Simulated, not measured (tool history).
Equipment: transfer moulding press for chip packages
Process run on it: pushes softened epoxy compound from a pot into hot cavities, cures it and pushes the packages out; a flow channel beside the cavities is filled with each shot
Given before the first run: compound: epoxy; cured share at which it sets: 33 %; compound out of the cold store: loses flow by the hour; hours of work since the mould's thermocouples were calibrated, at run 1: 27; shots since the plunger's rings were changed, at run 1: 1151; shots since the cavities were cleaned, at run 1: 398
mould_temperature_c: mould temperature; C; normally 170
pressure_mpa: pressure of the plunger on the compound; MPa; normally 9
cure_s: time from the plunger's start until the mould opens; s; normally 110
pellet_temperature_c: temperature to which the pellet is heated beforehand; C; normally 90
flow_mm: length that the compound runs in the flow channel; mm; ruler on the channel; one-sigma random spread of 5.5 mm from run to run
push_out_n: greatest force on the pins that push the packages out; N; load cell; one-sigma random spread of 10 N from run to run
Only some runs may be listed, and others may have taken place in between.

run	hour	mould_temperature_c	pressure_mpa	cure_s	pellet_temperature_c	hours of work since the mould's thermocouples were calibrated	shots since the plunger's rings were changed	shots since the cavities were cleaned	incoming compound's hours out of the cold store	flow_mm	push_out_n
1	0	170	9	110	90	27	1151	398	26.9	857	742
2	7.8	170	9	110	88	32	1231	478	47.6	784	786
3	17.2	163	9	110	90	38	1328	575	14.1	933	1325
4	23.2	163	9	110	90	42	1389	636	46.1	814	1235
# hour 30.9: cavities cleaned with cleaning compound and waxed
5	32.1	163	9	110	90	46	1465	13	15.9	917	1459
6	36.6	163	6.92	110	90	49	1511	59	42.7	722	1323
7	43.3	163	6.92	110	90	53	1579	127	17.5	798	1477
8	48.2	163	6.92	110	90	56	1630	178	46.5	706	1315
9	58	170	8.76	110	90	62	1731	279	36.1	796	897
10	63.6	170	9	110	90	66	1788	336	39.7	797	898
# hour 65.7: cavities cleaned with cleaning compound and waxed, once more
11	72.3	170	9	110	90	70	1862	68	32.1	823	520
12	82	170	9	110	90	77	1961	167	29	828	607
13	88.4	170	9	110	90	81	2027	233	37.1	805	629
14	96.7	170	9	110	90	86	2112	318	21.5	860	703
15	106.6	170	9	110	90	92	2214	420	36	811	758
16	111.7	170	9	118	89	95	2266	472	21.3	849	723
17	116.7	171	8.32	141	81	98	2318	524	14.8	847	702
18	124.2	169	7.34	101	91	103	2394	600	30.1	747	944
19	128.5	169	7.34	101	91	106	2438	644	10.7	806	1011
# hour 135.7: cavities cleaned with cleaning compound and waxed
20	135.9	169	7.34	101	91	109	2498	1	16.9	777	549
21	145.6	169	7.34	101	91	115	2598	101	15.2	790	679
22	149.8	169	7.34	101	91	118	2641	144	25.1	764	671
23	155.5	169	7.34	101	91	122	2700	203	38.2	713	726
24	164.2	165	7.86	118	99	127	2789	292	31.3	765	742
25	170.5	165	7.86	118	99	131	2854	357	33.8	765	812
26	178.4	170	7.76	90	85	136	2934	437	32.4	746	1033
27	187.5	170	7.76	104	85	142	3028	531	11.1	811	887
28	193.8	170	7.76	104	85	145	3092	595	44.9	710	862

4 ways to go on from here, each from the tool as it stands after run 28. What would each give?
A	198.7	170	9	111	83	149	3142	645	10.6	?	?
B	198.7	169	9	120	86	149	3142	645	26.1	?	?
C	198.7	170	9	137	92	149	3142	645	38.5	?	?
D	198.7	170	6.84	104	85	149	3142	645	16.4	?	?

run	flow_mm	push_out_n
A	873	845
B	825	773
C	780	723
D	741	892
Stripped of hidden state, with their random variation kept, the same runs would have yielded:
run	flow_mm	push_out_n
A	937	476
B	885	431
C	837	403
D	796	503

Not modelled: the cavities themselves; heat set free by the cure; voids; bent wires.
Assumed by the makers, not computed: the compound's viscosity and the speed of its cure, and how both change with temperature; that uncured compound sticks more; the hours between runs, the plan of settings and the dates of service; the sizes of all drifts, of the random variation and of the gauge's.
